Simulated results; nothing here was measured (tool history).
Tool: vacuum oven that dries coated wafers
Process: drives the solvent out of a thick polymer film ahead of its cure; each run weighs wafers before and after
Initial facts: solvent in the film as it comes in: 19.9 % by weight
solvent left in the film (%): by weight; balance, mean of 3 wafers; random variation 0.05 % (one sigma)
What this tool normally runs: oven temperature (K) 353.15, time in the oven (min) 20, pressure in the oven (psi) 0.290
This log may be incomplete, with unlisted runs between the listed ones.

run 1 hour=0.0 | oven_temperature_(K)=353.15 time_in_the_oven_(min)=20 pressure_in_the_oven_(psi)=0.290 | solvent_left_in_the_film_(%)=3.44
run 2 hour=34.4 | oven_temperature_(K)=361.15 time_in_the_oven_(min)=20 pressure_in_the_oven_(psi)=0.290 | solvent_left_in_the_film_(%)=1.56
run 3 hour=92.6 | oven_temperature_(K)=361.15 time_in_the_oven_(min)=20 pressure_in_the_oven_(psi)=0.299 | solvent_left_in_the_film_(%)=1.67
run 4 hour=154.3 | oven_temperature_(K)=353.15 time_in_the_oven_(min)=20 pressure_in_the_oven_(psi)=0.290 | solvent_left_in_the_film_(%)=3.55
run 5 hour=189.9 | oven_temperature_(K)=353.15 time_in_the_oven_(min)=14 pressure_in_the_oven_(psi)=0.290 | solvent_left_in_the_film_(%)=5.23
run 6 hour=242.6 | oven_temperature_(K)=353.15 time_in_the_oven_(min)=14 pressure_in_the_oven_(psi)=0.290 | solvent_left_in_the_film_(%)=5.25
run 7 hour=276.9 | oven_temperature_(K)=353.15 time_in_the_oven_(min)=14 pressure_in_the_oven_(psi)=0.290 | solvent_left_in_the_film_(%)=5.13
run 8 hour=339.4 | oven_temperature_(K)=353.15 time_in_the_oven_(min)=14 pressure_in_the_oven_(psi)=0.290 | solvent_left_in_the_film_(%)=5.11
-- hour=345.3 oven's thermocouples calibrated
run 9 hour=391.7 | oven_temperature_(K)=365.15 time_in_the_oven_(min)=13 pressure_in_the_oven_(psi)=0.705 | solvent_left_in_the_film_(%)=2.78
run 10 hour=424.6 | oven_temperature_(K)=353.15 time_in_the_oven_(min)=24 pressure_in_the_oven_(psi)=0.814 | solvent_left_in_the_film_(%)=4.41
-- hour=439.2 vacuum gauge cleaned of residue and calibrated
run 11 hour=486.9 | oven_temperature_(K)=363.15 time_in_the_oven_(min)=20 pressure_in_the_oven_(psi)=0.149 | solvent_left_in_the_film_(%)=0.83

For run 12, what comes out?
run 12 hour=545.9 | oven_temperature_(K)=341.15 time_in_the_oven_(min)=21 pressure_in_the_oven_(psi)=0.313 | solvent_left_in_the_film_(%)=?

Run 12 gave solvent left in the film (%) 7.47.
Minus the tool's unlogged condition, the same run would have read solvent left in the film (%) 7.63.

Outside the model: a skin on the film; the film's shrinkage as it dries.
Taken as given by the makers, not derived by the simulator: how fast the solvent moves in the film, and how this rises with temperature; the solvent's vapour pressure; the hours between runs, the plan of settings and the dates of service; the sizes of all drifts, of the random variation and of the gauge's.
